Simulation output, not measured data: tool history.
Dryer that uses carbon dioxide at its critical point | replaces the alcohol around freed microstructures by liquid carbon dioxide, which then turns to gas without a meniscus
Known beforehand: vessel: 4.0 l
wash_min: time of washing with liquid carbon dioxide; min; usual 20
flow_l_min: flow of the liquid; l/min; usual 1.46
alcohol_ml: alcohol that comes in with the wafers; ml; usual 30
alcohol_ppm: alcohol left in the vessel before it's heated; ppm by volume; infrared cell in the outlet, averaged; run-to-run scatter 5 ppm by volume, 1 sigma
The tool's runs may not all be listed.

run,day,wash_min,flow_l_min,alcohol_ml,alcohol_ppm
1,0,20,1.46,30,202
2,1.408,20,1.79,30,176
3,2.654,20,1.79,30,175
4,4.162,20,1.79,30,198
5,5.979,20,1.79,30,182
6,7.692,28,1.79,30,194
7,9.158,20,1.25,30,234
# day 10.188: inlet filter changed
8,10.221,26,1.02,68,261
9,11.321,16,2.29,21,199
10,13.062,16,2.29,21,217
11,14.525,16,2.29,21,214

Branching from run 11: 5 alternative next runs. What would each branch give?
A,16.388,15,2.29,20,?
B,16.388,18,2.29,64,?
C,16.388,21,1.06,21,?
D,16.388,18,1.05,21,?
E,16.388,19,2.42,30,?

run,alcohol_ppm
A,229
B,226
C,267
D,321
E,215
The same runs, with their run-to-run variation unchanged, on a tool lacking any hidden condition would have given:
run,alcohol_ppm
A,12
B,13
C,51
D,102
E,2

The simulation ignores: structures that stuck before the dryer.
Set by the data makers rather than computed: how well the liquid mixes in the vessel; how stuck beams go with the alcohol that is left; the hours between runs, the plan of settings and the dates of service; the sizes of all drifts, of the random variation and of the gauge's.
